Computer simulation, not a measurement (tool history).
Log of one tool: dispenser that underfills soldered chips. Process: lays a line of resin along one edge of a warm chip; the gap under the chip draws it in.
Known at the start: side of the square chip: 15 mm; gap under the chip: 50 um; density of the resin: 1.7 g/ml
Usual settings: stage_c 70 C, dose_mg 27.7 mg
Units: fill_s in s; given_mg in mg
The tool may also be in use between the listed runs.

run,hour,stage_c,dose_mg,fill_s,given_mg
1,0,70,27.7,468.8,27.63
# hour 7.6: new syringe of resin
2,15.4,70,31.4,496.1,31.31
# hour 20.6: new syringe of resin
3,25.4,76,27.7,377.9,27.36
# hour 33.8: new syringe of resin
4,36.2,76,27.7,346.5,27.29
# hour 47: new syringe of resin
5,49.2,76,27.7,344.9,26.91
# hour 59.9: new syringe of resin
6,62.3,63,27.7,529.7,26.79
7,69.6,63,35.5,643.4,34.6
# hour 73.4: new syringe of resin
8,83.4,63,35.5,669,34.03
# hour 86.5: new syringe of resin
# hour 99.2: new syringe of resin
9,99.3,77,35.5,308.8,33.87
# hour 112.2: new syringe of resin
10,115.4,77,35.5,350.8,33.68
# hour 125.4: new syringe of resin
11,126.8,70,27.7,412.2,26.33
12,136.1,60,27.7,766.7,25.91
# hour 138.6: new syringe of resin
13,148,60,27.7,735.6,25.87
# hour 151.8: new syringe of resin
14,161.6,60,27.7,780,25.72
# hour 164.8: new syringe of resin
15,168.3,60,34.3,595.8,31.92
# hour 177.6: new syringe of resin
16,182,60,34.3,644.7,31.61
# hour 191.2: new syringe of resin
# hour 193.5: dispensing valve cleaned and set on the balance
17,195.5,70,27.7,434.4,27.87
# hour 205.2: new syringe of resin
18,210.2,70,27.7,483.8,27.48
# hour 218.2: new syringe of resin
19,218.3,60,27.7,559.7,27.37
20,228.5,58,34.6,808.2,34.12
# hour 231: new syringe of resin
21,236.2,81,30.7,328.6,30.12
# hour 244.4: new syringe of resin
22,246.6,65,25.4,527.5,24.89
23,253,65,25.4,627.6,24.9
# hour 257.1: new syringe of resin
24,261.4,79,30.2,334.9,29.44
# hour 270.3: new syringe of resin
25,274.6,82,33.8,302.1,32.95
# hour 283.1: new syringe of resin
26,290.4,82,33.8,340.8,32.37
# hour 296.4: new syringe of resin
27,298.4,70,23.9,454.3,22.8
# hour 309.2: new syringe of resin
28,309.9,66,24.8,502.3,23.77
# hour 322.3: new syringe of resin
29,322.7,66,24.8,498.4,23.57
30,331.8,81,32.3,385.5,30.61
# hour 335.2: new syringe of resin
31,339.2,67,26.8,521,25.34
32,346.1,67,26.8,654.2,25.17
# hour 348.2: new syringe of resin
33,353.3,68,30.1,504.1,28.16
# hour 360.9: new syringe of resin
34,364.8,68,30.1,484,28.12

Forecast each of these 5 alternatives for the next run:
# hour 373.8: new syringe of resin
A,373.8,77,30.6,?,?
# hour 373.8: new syringe of resin
B,373.8,70,31.9,?,?
# hour 373.8: new syringe of resin
C,373.8,56,30.1,?,?
# hour 373.8: new syringe of resin
D,373.8,66,25,?,?
# hour 373.8: new syringe of resin
E,373.8,70,28.4,?,?

run,fill_s,given_mg
A,324.5,28.57
B,402.1,29.78
C,663.3,27.86
D,489.2,22.95
E,412.8,26.44
Without the tool's hidden state the same runs would have given:
run,fill_s,given_mg
A,287.4,30.77
B,355.2,32.08
C,578.1,30.02
D,423.8,24.74
E,362.3,28.49
